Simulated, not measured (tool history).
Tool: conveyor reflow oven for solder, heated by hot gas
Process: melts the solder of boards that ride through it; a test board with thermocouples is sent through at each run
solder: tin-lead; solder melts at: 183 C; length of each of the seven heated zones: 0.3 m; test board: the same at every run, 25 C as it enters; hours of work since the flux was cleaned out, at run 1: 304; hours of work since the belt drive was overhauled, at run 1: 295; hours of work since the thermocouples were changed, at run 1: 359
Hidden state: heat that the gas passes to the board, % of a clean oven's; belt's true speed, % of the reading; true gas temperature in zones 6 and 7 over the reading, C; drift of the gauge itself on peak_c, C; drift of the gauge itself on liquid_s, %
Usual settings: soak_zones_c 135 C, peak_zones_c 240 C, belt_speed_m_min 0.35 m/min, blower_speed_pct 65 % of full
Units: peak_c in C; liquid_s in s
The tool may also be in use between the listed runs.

run	hour	soak_zones_c	peak_zones_c	belt_speed_m_min	blower_speed_pct	hours of work since the flux was cleaned out	hours of work since the belt drive was overhauled	hours of work since the thermocouples were changed	peak_c	liquid_s
1	0	135	240	0.35	65	304	295	359	220.8	79.1
2	16.3	135	240	0.35	65	313	304	368	220.6	78.8
3	24.2	135	240	0.35	65	317	308	373	219.9	78.7
4	31.7	135	240	0.35	62	321	312	377	219.4	78.5
5	50.2	135	240	0.35	62	331	323	387	219.7	77.6
6	67.2	135	240	0.35	62	341	332	396	219.4	78.6
7	74.9	135	240	0.35	62	345	336	400	218.9	77.6
8	92.1	135	240	0.35	65	354	346	410	220.4	78.6
9	107.8	135	240	0.35	62	363	354	419	218.8	77.7
10	123.9	135	240	0.35	62	372	363	427	218.9	77.4
11	141.4	140	244	0.361	56	382	373	437	220.7	79.3
12	155	140	244	0.361	56	389	380	445	220.4	78.1
13	163.9	140	245	0.293	56	394	385	449	228.7	107.5
14	176.6	140	245	0.293	56	401	392	456	229.1	106.3
15	188.3	135	235	0.35	85	407	399	463	218.1	77.7

Forecast run 16:
16	205.7	137	239	0.377	65	417	408	472	?	?

peak_c: 216 C
liquid_s: 68.8 s
Without the tool's hidden state the same run would have given peak_c 221.6 C, liquid_s 74.6 s.
